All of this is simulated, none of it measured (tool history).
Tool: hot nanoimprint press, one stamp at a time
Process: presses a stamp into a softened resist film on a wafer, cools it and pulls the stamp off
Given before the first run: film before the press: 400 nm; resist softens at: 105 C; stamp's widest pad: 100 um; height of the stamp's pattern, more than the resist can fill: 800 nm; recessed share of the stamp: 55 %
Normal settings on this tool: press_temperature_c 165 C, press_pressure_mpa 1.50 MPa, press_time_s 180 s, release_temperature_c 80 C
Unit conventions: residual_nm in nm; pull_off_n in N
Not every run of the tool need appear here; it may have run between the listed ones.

run 1 hour=0.0 | press_temperature_c=165 press_pressure_mpa=1.50 press_time_s=180 release_temperature_c=80 | residual_nm=189.8 pull_off_n=312
run 2 hour=21.7 | press_temperature_c=165 press_pressure_mpa=1.50 press_time_s=180 release_temperature_c=80 | residual_nm=191.4 pull_off_n=314
run 3 hour=52.7 | press_temperature_c=165 press_pressure_mpa=1.50 press_time_s=180 release_temperature_c=80 | residual_nm=191.4 pull_off_n=325
run 4 hour=69.4 | press_temperature_c=165 press_pressure_mpa=1.50 press_time_s=180 release_temperature_c=80 | residual_nm=190.8 pull_off_n=337
run 5 hour=101.3 | press_temperature_c=165 press_pressure_mpa=1.50 press_time_s=180 release_temperature_c=80 | residual_nm=189.3 pull_off_n=329
run 6 hour=124.5 | press_temperature_c=165 press_pressure_mpa=1.50 press_time_s=180 release_temperature_c=80 | residual_nm=190.0 pull_off_n=194
run 7 hour=141.1 | press_temperature_c=165 press_pressure_mpa=1.50 press_time_s=180 release_temperature_c=80 | residual_nm=191.1 pull_off_n=212
run 8 hour=165.3 | press_temperature_c=165 press_pressure_mpa=1.50 press_time_s=180 release_temperature_c=76 | residual_nm=189.3 pull_off_n=229
run 9 hour=189.4 | press_temperature_c=165 press_pressure_mpa=1.50 press_time_s=180 release_temperature_c=76 | residual_nm=187.0 pull_off_n=234
run 10 hour=209.0 | press_temperature_c=165 press_pressure_mpa=1.38 press_time_s=180 release_temperature_c=76 | residual_nm=195.0 pull_off_n=241
run 11 hour=225.8 | press_temperature_c=165 press_pressure_mpa=1.38 press_time_s=180 release_temperature_c=76 | residual_nm=197.9 pull_off_n=237
run 12 hour=255.7 | press_temperature_c=165 press_pressure_mpa=1.50 press_time_s=180 release_temperature_c=70 | residual_nm=187.1 pull_off_n=290
run 13 hour=285.1 | press_temperature_c=165 press_pressure_mpa=1.50 press_time_s=180 release_temperature_c=70 | residual_nm=188.6 pull_off_n=301
run 14 hour=310.2 | press_temperature_c=165 press_pressure_mpa=1.50 press_time_s=180 release_temperature_c=70 | residual_nm=190.8 pull_off_n=316
run 15 hour=338.6 | press_temperature_c=165 press_pressure_mpa=1.50 press_time_s=180 release_temperature_c=70 | residual_nm=181.5 pull_off_n=319
run 16 hour=353.9 | press_temperature_c=165 press_pressure_mpa=0.91 press_time_s=123 release_temperature_c=80 | residual_nm=261.7 pull_off_n=251
run 17 hour=378.6 | press_temperature_c=156 press_pressure_mpa=1.04 press_time_s=180 release_temperature_c=66 | residual_nm=321.3 pull_off_n=359
run 18 hour=404.8 | press_temperature_c=156 press_pressure_mpa=1.04 press_time_s=180 release_temperature_c=66 | residual_nm=323.7 pull_off_n=365
run 19 hour=430.4 | press_temperature_c=156 press_pressure_mpa=1.21 press_time_s=122 release_temperature_c=66 | residual_nm=331.2 pull_off_n=393
run 20 hour=446.5 | press_temperature_c=156 press_pressure_mpa=1.07 press_time_s=295 release_temperature_c=84 | residual_nm=294.3 pull_off_n=250
run 21 hour=462.8 | press_temperature_c=155 press_pressure_mpa=2.22 press_time_s=295 release_temperature_c=74 | residual_nm=227.4 pull_off_n=334
run 22 hour=493.8 | press_temperature_c=165 press_pressure_mpa=1.50 press_time_s=124 release_temperature_c=77 | residual_nm=206.6 pull_off_n=321
run 23 hour=522.4 | press_temperature_c=165 press_pressure_mpa=2.20 press_time_s=204 release_temperature_c=79 | residual_nm=143.2 pull_off_n=318
run 24 hour=536.3 | press_temperature_c=155 press_pressure_mpa=1.05 press_time_s=180 release_temperature_c=71 | residual_nm=335.9 pull_off_n=380
run 25 hour=568.3 | press_temperature_c=165 press_pressure_mpa=1.47 press_time_s=180 release_temperature_c=80 | residual_nm=184.9 pull_off_n=307
run 26 hour=597.0 | press_temperature_c=165 press_pressure_mpa=1.47 press_time_s=182 release_temperature_c=82 | residual_nm=187.9 pull_off_n=308
run 27 hour=618.8 | press_temperature_c=164 press_pressure_mpa=1.25 press_time_s=117 release_temperature_c=85 | residual_nm=245.5 pull_off_n=286
run 28 hour=646.6 | press_temperature_c=162 press_pressure_mpa=1.88 press_time_s=254 release_temperature_c=68 | residual_nm=174.8 pull_off_n=461
run 29 hour=680.8 | press_temperature_c=165 press_pressure_mpa=1.50 press_time_s=117 release_temperature_c=79 | residual_nm=218.9 pull_off_n=211
run 30 hour=696.6 | press_temperature_c=174 press_pressure_mpa=1.85 press_time_s=117 release_temperature_c=79 | residual_nm=118.5 pull_off_n=211

Removed from this log: 4 entries logged between the listed runs. Between which two listed runs does each belong, and how does the tool's hidden state at the listed run before it compare with that at the listed run after it?
Logged between run 5 and run 6: stamp cleaned and given a new release coat (hour 112.9)
  true temperature over the reading, C: -0.64 -> -0.67; pressure that arrives at the usual setting, %: 95.48 -> 95.42; grip of the stamp's worn release coat, % over a new coat's: 74.1 -> 1.5
  difference, measured minus the result without the unlogged condition, residual_nm: +11.1 -> +11.4 nm; pull_off_n: +144 -> +6 N
Logged between run 7 and run 8: press's hydraulic seals changed and the load cell set to zero (hour 155.7)
  true temperature over the reading, C: -0.69 -> -0.72; pressure that arrives at the usual setting, %: 95.35 -> 100.38; grip of the stamp's worn release coat, % over a new coat's: 3.5 -> 5.6
  difference, measured minus the result without the unlogged condition, residual_nm: +12.0 -> +7.0 nm; pull_off_n: +11 -> +16 N
Logged between run 14 and run 15: plate thermocouple calibrated (hour 317.6)
  true temperature over the reading, C: -0.96 -> -0.08; pressure that arrives at the usual setting, %: 99.83 -> 99.74; grip of the stamp's worn release coat, % over a new coat's: 24.8 -> 28.3
  difference, measured minus the result without the unlogged condition, residual_nm: +10.0 -> +1.1 nm; pull_off_n: +68 -> +71 N
Logged between run 28 and run 29: stamp cleaned and given a new release coat (hour 656.9)
  true temperature over the reading, C: -0.58 -> -0.63; pressure that arrives at the usual setting, %: 98.58 -> 98.48; grip of the stamp's worn release coat, % over a new coat's: 74 -> 3
  difference, measured minus the result without the unlogged condition, residual_nm: +7.6 -> +8.7 nm; pull_off_n: +199 -> +9 N
